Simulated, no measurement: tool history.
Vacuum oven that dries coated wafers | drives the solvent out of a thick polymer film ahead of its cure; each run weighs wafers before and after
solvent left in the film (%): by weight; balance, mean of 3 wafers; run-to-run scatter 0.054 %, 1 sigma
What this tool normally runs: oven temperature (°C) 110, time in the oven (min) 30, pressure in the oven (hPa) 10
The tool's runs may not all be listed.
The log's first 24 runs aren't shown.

run    hour  oven temperature (°C)  time in the oven (min)  pressure in the oven (hPa)  hours of work since the thermocouples were calibrated  hours of work since the vacuum gauge was cleaned of residue  solvent left in the film (%)
 25   652.9                    110                      42                          10                                                     50                                                          953                           1.6
 26   685.1                    110                      42                          10                                                     66                                                          969                          1.65
 27     711                    103                      51                        13.6                                                     79                                                          982                          2.92
 28   745.4                    105                      16                        17.2                                                     97                                                         1000                           6.6
 29   778.1                    105                      16                        17.2                                                    113                                                         1016                          6.53
 30   816.3                    105                      16                        17.2                                                    133                                                         1035                          6.67
 31   847.6                    106                      30                          10                                                    149                                                         1051                          2.97
 32   868.6                    106                      30                          10                                                    159                                                         1062                          3.03
 33   893.2                    124                      46                        10.8                                                    172                                                         1074                          1.04
 34   918.3                    103                      30                        22.5                                                    184                                                         1087                          5.51
 35   950.1                    103                      25                        11.8                                                    200                                                         1103                          4.83
 36   982.3                    112                      17                          10                                                    217                                                         1120                          3.65
 37  1005.3                    112                      30                          24                                                    228                                                         1131                           3.6
 38    1031                    103                      16                        29.3                                                    241                                                         1144                          8.83
 39  1060.7                    118                      30                          10                                                    256                                                         1159                          1.26
 40  1090.4                    123                      24                        35.5                                                    272                                                         1174                           3.2
 41  1117.5                    116                      53                          10                                                    285                                                         1188                           1.4
 42  1144.7                    107                      53                         7.2                                                    299                                                         1202                          1.51
 43  1165.7                    107                      41                         5.6                                                    310                                                         1212                          1.67
 44  1191.6                    104                      29                          10                                                    323                                                         1226                          3.87
 45    1213                    110                      26                           7                                                    334                                                         1236                          2.43
 46  1240.3                    110                      27                           7                                                    347                                                         1250                          2.31
 47  1266.1                    102                      41                        15.6                                                    361                                                         1263                          4.16

4 ways to go on from here, each from the tool as it stands after run 47. What would each give?
  A  1293.4                    108                      17                         5.5                                                    374                                                         1277                             ?
  B  1293.4                    101                      24                        15.2                                                    374                                                         1277                             ?
  C  1293.4                    102                      27                        15.6                                                    374                                                         1277                             ?
  D  1293.4                    122                      41                         8.5                                                    374                                                         1277                             ?

run  solvent left in the film (%)
  A                          4.47
  B                          6.21
  C                          5.37
  D                          0.93
Had the tool no hidden state, the same runs would have come out as:
run  solvent left in the film (%)
  A                          3.94
  B                          5.59
  C                          4.76
  D                          0.66
